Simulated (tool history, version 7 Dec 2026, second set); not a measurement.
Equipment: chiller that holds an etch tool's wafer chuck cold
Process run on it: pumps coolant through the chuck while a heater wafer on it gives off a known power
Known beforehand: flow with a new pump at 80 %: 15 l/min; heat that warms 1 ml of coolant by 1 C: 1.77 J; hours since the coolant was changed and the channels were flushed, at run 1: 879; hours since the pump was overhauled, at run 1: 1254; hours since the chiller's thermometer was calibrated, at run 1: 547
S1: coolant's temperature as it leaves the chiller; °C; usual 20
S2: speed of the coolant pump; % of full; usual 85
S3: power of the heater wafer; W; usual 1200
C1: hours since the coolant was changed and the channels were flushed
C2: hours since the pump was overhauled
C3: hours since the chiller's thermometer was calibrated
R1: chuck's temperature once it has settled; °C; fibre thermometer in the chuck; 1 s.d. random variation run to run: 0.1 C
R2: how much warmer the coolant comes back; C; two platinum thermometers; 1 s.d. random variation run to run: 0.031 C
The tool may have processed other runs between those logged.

{"run": 1, "hour": 0.0, "S1": 20, "S2": 85, "S3": 1200, "C1": 879, "C2": 1254, "C3": 547, "R1": 29.2, "R2": 2.58}
{"run": 2, "hour": 32.3, "S1": 20, "S2": 85, "S3": 1200, "C1": 912, "C2": 1286, "C3": 579, "R1": 29.1, "R2": 2.55}
{"run": 3, "hour": 78.9, "S1": 20, "S2": 85, "S3": 1200, "C1": 958, "C2": 1332, "C3": 626, "R1": 29.3, "R2": 2.57}
{"run": 4, "hour": 129.0, "S1": 20, "S2": 74, "S3": 1200, "C1": 1009, "C2": 1383, "C3": 676, "R1": 30.2, "R2": 2.91}
{"run": 5, "hour": 193.1, "S1": 12, "S2": 85, "S3": 1200, "C1": 1073, "C2": 1447, "C3": 740, "R1": 21.3, "R2": 2.52}
{"run": 6, "hour": 242.6, "S1": 20, "S2": 70, "S3": 1200, "C1": 1122, "C2": 1496, "C3": 790, "R1": 30.6, "R2": 3.09}
{"run": 7, "hour": 294.8, "S1": 20, "S2": 70, "S3": 1200, "C1": 1174, "C2": 1548, "C3": 842, "R1": 30.6, "R2": 3.08}
{"run": 8, "hour": 346.9, "S1": 20, "S2": 70, "S3": 1200, "C1": 1226, "C2": 1601, "C3": 894, "R1": 30.7, "R2": 3.05}
{"run": 9, "hour": 389.5, "S1": 20, "S2": 70, "S3": 1200, "C1": 1269, "C2": 1643, "C3": 936, "R1": 30.8, "R2": 3.11}
{"run": 10, "hour": 440.0, "S1": 20, "S2": 70, "S3": 1200, "C1": 1320, "C2": 1694, "C3": 987, "R1": 30.6, "R2": 3.08}
{"run": 11, "hour": 490.3, "S1": 20, "S2": 70, "S3": 1200, "C1": 1370, "C2": 1744, "C3": 1037, "R1": 30.6, "R2": 3.03}
{"run": 12, "hour": 559.7, "S1": 20, "S2": 70, "S3": 1200, "C1": 1439, "C2": 1813, "C3": 1107, "R1": 30.8, "R2": 3.02}
{"run": 13, "hour": 619.2, "S1": 23, "S2": 85, "S3": 1200, "C1": 1499, "C2": 1873, "C3": 1166, "R1": 32.3, "R2": 2.53}
{"run": 14, "hour": 693.0, "S1": 23, "S2": 85, "S3": 1200, "C1": 1573, "C2": 1947, "C3": 1240, "R1": 32.1, "R2": 2.43}
{"run": 15, "hour": 761.6, "S1": 20, "S2": 85, "S3": 1650, "C1": 1641, "C2": 2015, "C3": 1309, "R1": 32.7, "R2": 3.43}
{"run": 16, "hour": 799.8, "S1": 20, "S2": 85, "S3": 1200, "C1": 1679, "C2": 2053, "C3": 1347, "R1": 29, "R2": 2.44}
{"run": 17, "hour": 839.9, "S1": 21, "S2": 77, "S3": 1475, "C1": 1719, "C2": 2094, "C3": 1387, "R1": 33.2, "R2": 3.34}
{"run": 18, "hour": 894.5, "S1": 10, "S2": 72, "S3": 1076, "C1": 1774, "C2": 2148, "C3": 1441, "R1": 19.3, "R2": 2.55}
{"run": 19, "hour": 950.8, "S1": 10, "S2": 72, "S3": 1076, "C1": 1830, "C2": 2204, "C3": 1498, "R1": 19.3, "R2": 2.61}
{"run": 20, "hour": 1025.1, "S1": 10, "S2": 72, "S3": 1076, "C1": 1905, "C2": 2279, "C3": 1572, "R1": 19.4, "R2": 2.61}
{"run": 21, "hour": 1081.9, "S1": 15, "S2": 66, "S3": 682, "C1": 1961, "C2": 2336, "C3": 1629, "R1": 21.5, "R2": 1.75}
{"run": 22, "hour": 1115.8, "S1": 28, "S2": 69, "S3": 851, "C1": 1995, "C2": 2369, "C3": 1663, "R1": 35.8, "R2": 2.15}
{"run": 23, "hour": 1178.1, "S1": 28, "S2": 69, "S3": 851, "C1": 2058, "C2": 2432, "C3": 1725, "R1": 35.9, "R2": 2.09}
{"run": 24, "hour": 1244.2, "S1": 15, "S2": 61, "S3": 1200, "C1": 2124, "C2": 2498, "C3": 1791, "R1": 27, "R2": 3.46}
{"run": 25, "hour": 1316.1, "S1": 15, "S2": 78, "S3": 1215, "C1": 2196, "C2": 2570, "C3": 1863, "R1": 24.8, "R2": 2.64}
{"run": 26, "hour": 1392.0, "S1": 15, "S2": 78, "S3": 1215, "C1": 2272, "C2": 2646, "C3": 1939, "R1": 25.1, "R2": 2.61}
{"run": 27, "hour": 1467.4, "S1": 20, "S2": 86, "S3": 1709, "C1": 2347, "C2": 2721, "C3": 2014, "R1": 33, "R2": 3.42}
{"run": 28, "hour": 1524.5, "S1": 23, "S2": 61, "S3": 1060, "C1": 2404, "C2": 2778, "C3": 2071, "R1": 33.7, "R2": 3.04}
{"run": 29, "hour": 1561.8, "S1": 13, "S2": 84, "S3": 622, "C1": 2441, "C2": 2815, "C3": 2109, "R1": 17.9, "R2": 1.13}
{"run": 30, "hour": 1608.3, "S1": 15, "S2": 96, "S3": 716, "C1": 2488, "C2": 2862, "C3": 2155, "R1": 20, "R2": 1.14}
{"hour": 1618.9, "done": "gauge calibrated"}
{"run": 31, "hour": 1664.5, "S1": 15, "S2": 96, "S3": 716, "C1": 2544, "C2": 2918, "C3": 2211, "R1": 20.2, "R2": 1.34}

For each entry between runs, how does the tool's hidden state at the last listed run before it compare with that at the first listed run after it?
In the gap between runs 30 and 31: gauge calibrated (hour 1618.9)
  drift of the gauge itself on warmer_back_c, C: -0.19 -> -0.01
  measured less the result without the state, R2: -0.19 -> -0.01 C

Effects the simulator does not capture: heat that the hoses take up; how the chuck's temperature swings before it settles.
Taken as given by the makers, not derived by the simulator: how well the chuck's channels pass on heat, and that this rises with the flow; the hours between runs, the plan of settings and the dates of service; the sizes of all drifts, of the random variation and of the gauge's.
